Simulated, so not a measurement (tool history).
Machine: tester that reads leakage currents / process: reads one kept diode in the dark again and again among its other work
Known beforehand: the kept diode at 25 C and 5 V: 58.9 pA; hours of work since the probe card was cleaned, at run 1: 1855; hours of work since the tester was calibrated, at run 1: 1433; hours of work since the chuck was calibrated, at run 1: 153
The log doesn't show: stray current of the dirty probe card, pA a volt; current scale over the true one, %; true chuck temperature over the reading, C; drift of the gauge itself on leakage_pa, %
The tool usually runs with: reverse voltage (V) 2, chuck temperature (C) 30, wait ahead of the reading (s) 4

run	hour	reverse voltage (V)	chuck temperature (C)	wait ahead of the reading (s)	hours of work since the probe card was cleaned	hours of work since the tester was calibrated	hours of work since the chuck was calibrated	current that the tester gives (pA)
1	0	2	30	4	1855	1433	153	63.16
2	75	2	30	4	1891	1469	189	63.75
3	128.1	2	30	4	1916	1494	214	63.73
4	192.1	2	30	4	1946	1524	245	63.25
5	243.9	2	30	4.02	1971	1549	269	63.5
6	320.7	2	30	4.02	2007	1585	306	63.3
7	394.1	2	30	4.02	2042	1620	341	63.16
8	464.7	2	30	4	2076	1654	374	63.23
9	542.1	2	30	4	2112	1691	411	63.49
10	597.8	2	30	9.57	2139	1717	437	63.12
11	675.8	2	30	9.57	2176	1754	474	63.2
12	744.6	2	49	4	2209	1787	507	264.91
13	809.1	2	49	4	2239	1817	538	265.87
14	869.7	2	21	5.65	2268	1846	567	30.91
# hour 877: probe card cleaned and baked
15	921.6	6.29	30	8.14	21	1869	590	110.74
16	970.3	1.18	22	8.14	44	1893	613	26.81
17	1016.8	15.68	30	1	66	1915	635	179.66
18	1089.2	15.68	30	1	101	1949	669	179.79
19	1156	15.68	49	2.68	133	1981	701	669.45
# hour 1223.3: probe card cleaned and baked, once more
20	1243	2.93	48	2.24	9	2021	741	286.94

Alternative continuations, all from the tool just after run 20; predict every row:
A	1330.5	2.93	41	3.96	51	2062	783	?
B	1330.5	8.34	23	3.54	51	2062	783	?
C	1330.5	2	30	7.1	51	2062	783	?
D	1330.5	14.3	48	0.92	51	2062	783	?
E	1330.5	2.15	27	1.95	51	2062	783	?

run	current that the tester gives (pA)
A	170.29
B	62.76
C	60.59
D	571.67
E	48.97
Without the tool's hidden state the same runs would have given:
run	current that the tester gives (pA)
A	169.8
B	62.4
C	60.42
D	569.66
E	48.82
